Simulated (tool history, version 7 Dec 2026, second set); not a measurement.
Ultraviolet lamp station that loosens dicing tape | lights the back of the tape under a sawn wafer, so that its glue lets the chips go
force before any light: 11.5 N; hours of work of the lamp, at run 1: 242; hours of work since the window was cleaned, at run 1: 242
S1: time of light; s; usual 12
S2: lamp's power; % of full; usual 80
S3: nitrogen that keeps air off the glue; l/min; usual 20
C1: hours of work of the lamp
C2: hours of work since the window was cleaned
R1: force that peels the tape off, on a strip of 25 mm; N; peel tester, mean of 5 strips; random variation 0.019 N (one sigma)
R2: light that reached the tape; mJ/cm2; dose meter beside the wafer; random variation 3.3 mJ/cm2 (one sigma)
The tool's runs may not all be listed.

run   hour  S1  S2  S3   C1   C2     R1   R2
  1      0  12  80  20  242  242  1.107  477
  2   36.4  14  80  20  258  258  0.804  550
  3   71.4  14  80  20  274  274  0.837  555
  4  126.6  14  80  20  299  299  0.834  550
  5  149.9  14  80  20  309  309  0.835  547
  6  180.9  12  80   6  323  323  2.173  467
  7  236.2  12  80   6  348  348  2.267  463
  8  279.4  11  80   7  367  367  2.376  419
  9  324.7   7  79  34  388  388  2.595  262
 10  376.1  12  96  20  411  411  0.834  536
 11  405.8  18  78  20  424  424  0.539  646
 12    430  18  78   8  435  435  0.989  653
 13  483.7  18  78   8  459  459  0.988  648
 14  511.3  12  89   9  471  471  1.619  493

Forecast each of these 5 alternatives for the next run:
  A  560.9  12  89  33  494  494   ?   ?
  B  560.9   6  62   9  494  494   ?   ?
  C  560.9  18  64  11  494  494   ?   ?
  D  560.9  20  79  30  494  494   ?   ?
  E  560.9  15  80  20  494  494   ?   ?

run     R1   R2
  A  0.848  488
  B  5.762  168
  C  1.292  523
  D  0.383  722
  E  0.827  546
Without the tool's hidden state the same runs would have given:
run     R1   R2
  A  0.578  582
  B  5.042  201
  C  0.895  624
  D  0.292  861
  E  0.563  652

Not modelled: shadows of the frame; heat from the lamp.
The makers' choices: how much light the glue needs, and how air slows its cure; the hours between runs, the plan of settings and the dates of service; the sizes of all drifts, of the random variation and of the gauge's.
